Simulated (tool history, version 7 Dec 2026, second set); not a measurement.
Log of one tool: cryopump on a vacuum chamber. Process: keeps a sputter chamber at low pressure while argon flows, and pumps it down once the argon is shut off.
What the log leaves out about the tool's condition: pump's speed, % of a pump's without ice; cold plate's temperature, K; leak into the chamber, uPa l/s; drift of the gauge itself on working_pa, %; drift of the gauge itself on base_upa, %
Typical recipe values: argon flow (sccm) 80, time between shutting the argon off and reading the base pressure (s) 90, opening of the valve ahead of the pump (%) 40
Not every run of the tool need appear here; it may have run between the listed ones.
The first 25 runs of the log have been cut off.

run	hour	argon flow (sccm)	time between shutting the argon off and reading the base pressure (s)	opening of the valve ahead of the pump (%)	hours of work since the pump was warmed up and emptied	hours of work since the cold head was overhauled	hours of work since the chamber's fittings were tightened	pressure while argon flows (Pa)	pressure after the wait (uPa)
26	601.7	80	32	17	348	348	1370	0.363	3.14
27	625.6	141	40	33	361	361	1384	0.3511	2.86
28	646.4	146	253	23	372	372	1395	0.5037	1.91
# hour 670: pump warmed up, emptied and cooled again
29	679.7	41	97	40	5	388	1411	0.0747	1.75
30	703.4	103	113	27	18	401	1424	0.279	1.65
31	734.9	49	62	22	36	418	1441	0.1622	2.11
32	751.6	153	230	40	45	428	1450	0.2849	1.58
33	779	80	25	49	60	443	1466	0.1227	3.27

Consider 5 possible next runs. They are alternatives, not a sequence: every one starts from the tool as it was left by run 33. What does each give?
A	793.7	86	90	40	68	451	1474	?	?
B	793.7	106	37	25	68	451	1474	?	?
C	793.7	64	35	28	68	451	1474	?	?
D	793.7	40	90	40	68	451	1474	?	?
E	793.7	48	38	52	68	451	1474	?	?

run	pressure while argon flows (Pa)	pressure after the wait (uPa)
A	0.1597	1.93
B	0.3121	2.62
C	0.1696	2.72
D	0.074	1.89
E	0.0679	2.61
With no hidden state in the tool, these same runs would have given:
run	pressure while argon flows (Pa)	pressure after the wait (uPa)
A	0.1559	0.64
B	0.3074	1.38
C	0.1667	1.45
D	0.0723	0.64
E	0.0657	1.36
